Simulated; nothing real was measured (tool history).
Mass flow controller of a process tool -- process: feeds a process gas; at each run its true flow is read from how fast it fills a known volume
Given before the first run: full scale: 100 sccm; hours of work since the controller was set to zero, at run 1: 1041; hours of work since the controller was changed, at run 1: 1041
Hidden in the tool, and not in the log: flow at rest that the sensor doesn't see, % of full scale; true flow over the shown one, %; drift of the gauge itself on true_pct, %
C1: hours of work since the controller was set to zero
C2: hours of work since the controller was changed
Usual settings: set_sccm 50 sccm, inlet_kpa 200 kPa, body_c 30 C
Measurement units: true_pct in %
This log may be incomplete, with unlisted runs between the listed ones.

{"run": 1, "day": 0.0, "set_sccm": 50, "inlet_kpa": 200, "body_c": 30, "C1": 1041, "C2": 1041, "true_pct": 98.72}
{"run": 2, "day": 7.054, "set_sccm": 50, "inlet_kpa": 200, "body_c": 30, "C1": 1096, "C2": 1096, "true_pct": 98.72}
{"run": 3, "day": 21.429, "set_sccm": 50, "inlet_kpa": 200, "body_c": 30, "C1": 1208, "C2": 1208, "true_pct": 98.78}
{"run": 4, "day": 36.112, "set_sccm": 50, "inlet_kpa": 200, "body_c": 30, "C1": 1322, "C2": 1322, "true_pct": 98.66}
{"run": 5, "day": 45.192, "set_sccm": 50, "inlet_kpa": 200, "body_c": 30, "C1": 1392, "C2": 1392, "true_pct": 98.78}
{"run": 6, "day": 53.321, "set_sccm": 16, "inlet_kpa": 200, "body_c": 30, "C1": 1455, "C2": 1455, "true_pct": 99.08}
{"run": 7, "day": 62.704, "set_sccm": 18, "inlet_kpa": 200, "body_c": 30, "C1": 1528, "C2": 1528, "true_pct": 98.78}
{"run": 8, "day": 76.1, "set_sccm": 18, "inlet_kpa": 200, "body_c": 30, "C1": 1632, "C2": 1632, "true_pct": 98.86}
{"run": 9, "day": 87.196, "set_sccm": 18, "inlet_kpa": 200, "body_c": 30, "C1": 1718, "C2": 1718, "true_pct": 98.85}
{"run": 10, "day": 102.379, "set_sccm": 69, "inlet_kpa": 200, "body_c": 30, "C1": 1836, "C2": 1836, "true_pct": 99.16}
{"run": 11, "day": 109.412, "set_sccm": 53, "inlet_kpa": 200, "body_c": 30, "C1": 1891, "C2": 1891, "true_pct": 98.86}
{"run": 12, "day": 120.983, "set_sccm": 53, "inlet_kpa": 200, "body_c": 30, "C1": 1980, "C2": 1980, "true_pct": 98.86}
{"run": 13, "day": 132.288, "set_sccm": 53, "inlet_kpa": 200, "body_c": 30, "C1": 2068, "C2": 2068, "true_pct": 98.89}
{"run": 14, "day": 149.121, "set_sccm": 50, "inlet_kpa": 202, "body_c": 30, "C1": 2199, "C2": 2199, "true_pct": 98.8}
{"run": 15, "day": 165.354, "set_sccm": 65, "inlet_kpa": 160, "body_c": 28, "C1": 2325, "C2": 2325, "true_pct": 99.08}
{"run": 16, "day": 178.896, "set_sccm": 17, "inlet_kpa": 170, "body_c": 30, "C1": 2430, "C2": 2430, "true_pct": 99.36}
{"run": 17, "day": 192.229, "set_sccm": 17, "inlet_kpa": 170, "body_c": 30, "C1": 2534, "C2": 2534, "true_pct": 99.58}
{"run": 18, "day": 203.708, "set_sccm": 50, "inlet_kpa": 148, "body_c": 27, "C1": 2623, "C2": 2623, "true_pct": 99.04}
{"run": 19, "day": 218.533, "set_sccm": 11, "inlet_kpa": 148, "body_c": 24, "C1": 2738, "C2": 2738, "true_pct": 101.02}
{"run": 20, "day": 230.304, "set_sccm": 26, "inlet_kpa": 217, "body_c": 36, "C1": 2829, "C2": 2829, "true_pct": 98.65}
{"run": 21, "day": 240.725, "set_sccm": 26, "inlet_kpa": 242, "body_c": 33, "C1": 2910, "C2": 2910, "true_pct": 98.74}
{"run": 22, "day": 255.779, "set_sccm": 26, "inlet_kpa": 184, "body_c": 33, "C1": 3027, "C2": 3027, "true_pct": 98.91}
{"run": 23, "day": 271.221, "set_sccm": 14, "inlet_kpa": 200, "body_c": 28, "C1": 3147, "C2": 3147, "true_pct": 100.29}
{"run": 24, "day": 278.5, "set_sccm": 13, "inlet_kpa": 253, "body_c": 39, "C1": 3203, "C2": 3203, "true_pct": 99.91}
{"run": 25, "day": 287.4, "set_sccm": 13, "inlet_kpa": 253, "body_c": 39, "C1": 3272, "C2": 3272, "true_pct": 99.98}
{"run": 26, "day": 299.254, "set_sccm": 13, "inlet_kpa": 253, "body_c": 39, "C1": 3364, "C2": 3364, "true_pct": 100.07}

Measured result minus the same run's result without the hidden state. Both carry the same run-to-run variation, though not necessarily the same gauge scatter:
run=1 true_pct=+0.16
run=2 true_pct=+0.17
run=3 true_pct=+0.17
run=4 true_pct=+0.17
run=5 true_pct=+0.18
run=6 true_pct=+1.17
run=7 true_pct=+1.05
run=8 true_pct=+1.09
run=9 true_pct=+1.14
run=10 true_pct=+0.04
run=11 true_pct=+0.17
run=12 true_pct=+0.18
run=13 true_pct=+0.18
run=14 true_pct=+0.22
run=15 true_pct=+0.07
run=16 true_pct=+1.61
run=17 true_pct=+1.66
run=18 true_pct=+0.24
run=19 true_pct=+3.02
run=20 true_pct=+0.99
run=21 true_pct=+1.01
run=22 true_pct=+1.04
run=23 true_pct=+2.51
run=24 true_pct=+2.79
run=25 true_pct=+2.83
run=26 true_pct=+2.91
